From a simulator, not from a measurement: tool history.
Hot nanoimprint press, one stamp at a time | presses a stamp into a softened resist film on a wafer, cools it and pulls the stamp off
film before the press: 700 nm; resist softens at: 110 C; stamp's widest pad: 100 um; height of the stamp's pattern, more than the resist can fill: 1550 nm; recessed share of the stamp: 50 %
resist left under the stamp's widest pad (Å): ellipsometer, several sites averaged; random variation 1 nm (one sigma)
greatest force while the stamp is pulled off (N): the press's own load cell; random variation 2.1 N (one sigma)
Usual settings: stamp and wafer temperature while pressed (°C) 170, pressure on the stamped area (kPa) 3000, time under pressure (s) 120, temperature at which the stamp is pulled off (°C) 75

run,hour,stamp and wafer temperature while pressed (°C),pressure on the stamped area (kPa),time under pressure (s),temperature at which the stamp is pulled off (°C),resist left under the stamp's widest pad (Å),greatest force while the stamp is pulled off (N)
1,0.0,170,3000,120,75,2958,182
2,11.7,170,3000,120,75,2987,177
3,20.6,170,3000,120,75,2980,183
# hour 31.1: plate thermocouple calibrated
4,31.6,170,3000,120,75,2771,178
5,41.7,170,3000,120,75,2768,176
6,48.4,170,3000,120,75,2785,183
7,56.4,170,3000,120,75,2780,182
8,65.4,170,3000,167,75,2463,183
9,70.9,170,3000,167,75,2468,188
10,78.0,170,2620,116,75,3016,189
11,84.0,170,2620,116,75,3028,191
# hour 94.5: stamp cleaned and given a new release coat
12,95.9,170,2620,116,75,3023,149
13,105.7,170,2620,116,75,2998,152
14,111.6,170,2230,105,75,3414,152
15,121.5,160,2230,105,75,4728,156
16,128.1,170,3000,221,81,2226,142

5 ways to go on from here, each from the tool as it stands after run 16. What would each give?
A,134.0,170,3000,178,67,?,?
B,134.0,170,3000,155,81,?,?
C,134.0,169,3000,120,75,?,?
D,134.0,158,3300,120,82,?,?
E,134.0,172,3000,69,68,?,?

run,resist left under the stamp's widest pad (Å),greatest force while the stamp is pulled off (N)
A,2406,178
B,2532,141
C,2906,160
D,4192,143
E,3166,177
Without the tool's hidden state the same runs would have given:
run,resist left under the stamp's widest pad (Å),greatest force while the stamp is pulled off (N)
A,2384,169
B,2509,134
C,2880,152
D,4156,135
E,3139,168

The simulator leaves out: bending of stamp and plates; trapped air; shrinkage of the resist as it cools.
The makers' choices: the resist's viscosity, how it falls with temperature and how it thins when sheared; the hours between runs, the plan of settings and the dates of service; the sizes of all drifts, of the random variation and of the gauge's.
